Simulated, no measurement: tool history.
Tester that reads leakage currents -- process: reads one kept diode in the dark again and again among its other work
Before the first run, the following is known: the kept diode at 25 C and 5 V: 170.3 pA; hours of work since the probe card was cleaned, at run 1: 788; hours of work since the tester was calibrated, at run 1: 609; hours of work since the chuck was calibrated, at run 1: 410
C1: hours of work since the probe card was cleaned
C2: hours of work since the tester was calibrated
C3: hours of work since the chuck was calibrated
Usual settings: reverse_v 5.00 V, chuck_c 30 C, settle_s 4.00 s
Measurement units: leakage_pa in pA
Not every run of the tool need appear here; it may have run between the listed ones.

Run 1, hour 0.0: usual settings; C1 788; C2 609; C3 410. Result: leakage_pa 314.09 pA.
Run 2, hour 43.9: usual settings; C1 819; C2 640; C3 442. Result: leakage_pa 318.72 pA.
Run 3, hour 76.4: usual settings; C1 843; C2 664; C3 465. Result: leakage_pa 321.61 pA.
Run 4, hour 120.8: usual settings; C1 874; C2 695; C3 497. Result: leakage_pa 323.81 pA.
Run 5, hour 162.0: usual settings; C1 904; C2 725; C3 526. Result: leakage_pa 327.70 pA.
Run 6, hour 188.0: usual settings; C1 922; C2 743; C3 545. Result: leakage_pa 330.89 pA.
At hour 207.2: chuck's temperature calibrated.
Run 7, hour 220.2: usual settings; C1 944; C2 765; C3 9. Result: leakage_pa 275.68 pA.
Run 8, hour 252.7: usual settings; C1 967; C2 788; C3 33. Result: leakage_pa 276.83 pA.
Run 9, hour 297.3: usual settings; C1 999; C2 820; C3 64. Result: leakage_pa 279.08 pA.
Run 10, hour 319.3: usual settings; C1 1015; C2 836; C3 80. Result: leakage_pa 281.45 pA.
Run 11, hour 342.8: usual settings; C1 1032; C2 853; C3 97. Result: leakage_pa 283.46 pA.
Run 12, hour 388.6: usual settings; C1 1064; C2 885; C3 130. Result: leakage_pa 286.42 pA.
Run 13, hour 416.6: usual settings; C1 1084; C2 906; C3 150. Result: leakage_pa 289.98 pA.
Run 14, hour 453.7: usual settings; C1 1111; C2 932; C3 176. Result: leakage_pa 292.15 pA.
Run 15, hour 484.1: usual settings; C1 1133; C2 954; C3 198. Result: leakage_pa 295.06 pA.
Run 16, hour 504.1: usual settings; C1 1147; C2 968; C3 212. Result: leakage_pa 295.36 pA.
Run 17, hour 538.2: usual settings; C1 1171; C2 993; C3 237. Result: leakage_pa 295.86 pA.
Run 18, hour 558.5: usual settings but chuck_c 26 C; C1 1186; C2 1007; C3 251. Result: leakage_pa 209.64 pA.
Run 19, hour 592.7: usual settings; C1 1210; C2 1031; C3 276. Result: leakage_pa 299.97 pA.
Run 20, hour 629.0: usual settings; C1 1236; C2 1057; C3 302. Result: leakage_pa 303.06 pA.
Run 21, hour 650.1: usual settings but reverse_v 7.43 V, chuck_c 56 C, settle_s 5.76 s; C1 1251; C2 1072; C3 317. Result: leakage_pa 3144.77 pA.
Run 22, hour 692.4: usual settings but reverse_v 1.19 V, chuck_c 27 C, settle_s 8.48 s; C1 1282; C2 1103; C3 347. Result: leakage_pa 116.69 pA.
Run 23, hour 719.3: usual settings but reverse_v 1.25 V, chuck_c 27 C, settle_s 8.48 s; C1 1301; C2 1122; C3 366. Result: leakage_pa 120.57 pA.
Run 24, hour 765.2: usual settings but reverse_v 2.90 V, chuck_c 22 C, settle_s 8.48 s; C1 1334; C2 1155; C3 399. Result: leakage_pa 116.70 pA.
Run 25, hour 790.5: usual settings but reverse_v 2.90 V, chuck_c 22 C, settle_s 8.48 s; C1 1352; C2 1173; C3 417. Result: leakage_pa 117.80 pA.
Run 26, hour 827.4: usual settings but reverse_v 1.65 V, settle_s 1.96 s; C1 1378; C2 1199; C3 444. Result: leakage_pa 185.60 pA.
Run 27, hour 862.5: usual settings but reverse_v 6.60 V, chuck_c 59 C; C1 1403; C2 1224; C3 469. Result: leakage_pa 3883.68 pA.
Run 28, hour 889.6: usual settings but reverse_v 14.25 V, chuck_c 29 C; C1 1423; C2 1244; C3 488. Result: leakage_pa 496.03 pA.
Run 29, hour 927.2: usual settings but reverse_v 14.25 V, chuck_c 33 C; C1 1450; C2 1271; C3 515. Result: leakage_pa 710.73 pA.
Run 30, hour 961.9: usual settings but reverse_v 3.33 V, settle_s 0.51 s; C1 1475; C2 1296; C3 540. Result: leakage_pa 270.65 pA.
At hour 991.0: chuck's temperature calibrated.
Run 31, hour 1000.0: usual settings but reverse_v 3.33 V, settle_s 0.51 s; C1 1500; C2 1321; C3 6. Result: leakage_pa 230.24 pA.
Run 32, hour 1026.0: usual settings but reverse_v 18.79 V, settle_s 1.94 s; C1 1519; C2 1340; C3 25. Result: leakage_pa 545.00 pA.
Run 33, hour 1045.1: usual settings but reverse_v 3.72 V, chuck_c 44 C, settle_s 0.87 s; C1 1533; C2 1354; C3 39. Result: leakage_pa 805.72 pA.
Run 34, hour 1073.4: usual settings but reverse_v 3.72 V, chuck_c 44 C, settle_s 0.87 s; C1 1553; C2 1374; C3 59. Result: leakage_pa 810.99 pA.
Run 35, hour 1096.9: usual settings but reverse_v 4.89 V, chuck_c 50 C, settle_s 0.80 s; C1 1570; C2 1391; C3 76. Result: leakage_pa 1515.85 pA.
Run 36, hour 1139.2: usual settings but reverse_v 4.89 V, chuck_c 50 C, settle_s 0.80 s; C1 1600; C2 1421; C3 106. Result: leakage_pa 1538.17 pA.
Run 37, hour 1181.9: usual settings but reverse_v 4.89 V, chuck_c 50 C, settle_s 0.80 s; C1 1630; C2 1452; C3 137. Result: leakage_pa 1533.79 pA.
Run 38, hour 1214.3: usual settings but reverse_v 4.89 V, chuck_c 28 C, settle_s 4.99 s; C1 1654; C2 1475; C3 160. Result: leakage_pa 243.25 pA.
Run 39, hour 1255.4: usual settings but reverse_v 4.89 V, chuck_c 28 C, settle_s 4.99 s; C1 1683; C2 1504; C3 189. Result: leakage_pa 244.51 pA.
Run 40, hour 1284.3: usual settings but reverse_v 19.62 V; C1 1704; C2 1525; C3 210. Result: leakage_pa 591.51 pA.

Each row is a separate what-if for the run after 40, all from the same tool condition, not one after another. Results?
Run A, hour 1329.8: usual settings but reverse_v 19.62 V, settle_s 5.02 s; C1 1736; C2 1557; C3 242. Result: leakage_pa ?.
Run B, hour 1329.8: usual settings but chuck_c 38 C, settle_s 0.44 s; C1 1736; C2 1557; C3 242. Result: leakage_pa ?.
Run C, hour 1329.8: usual settings but reverse_v 1.35 V, chuck_c 56 C, settle_s 0.31 s; C1 1736; C2 1557; C3 242. Result: leakage_pa ?.
Run D, hour 1329.8: usual settings but reverse_v 11.53 V, chuck_c 22 C, settle_s 0.94 s; C1 1736; C2 1557; C3 242. Result: leakage_pa ?.

run  leakage_pa
  A      602.17
  B      602.77
  C     1363.25
  D      230.63
Stripped of hidden state, with their random variation kept, the same runs would have yielded:
run  leakage_pa
  A      523.45
  B      552.16
  C     1274.87
  D      192.81

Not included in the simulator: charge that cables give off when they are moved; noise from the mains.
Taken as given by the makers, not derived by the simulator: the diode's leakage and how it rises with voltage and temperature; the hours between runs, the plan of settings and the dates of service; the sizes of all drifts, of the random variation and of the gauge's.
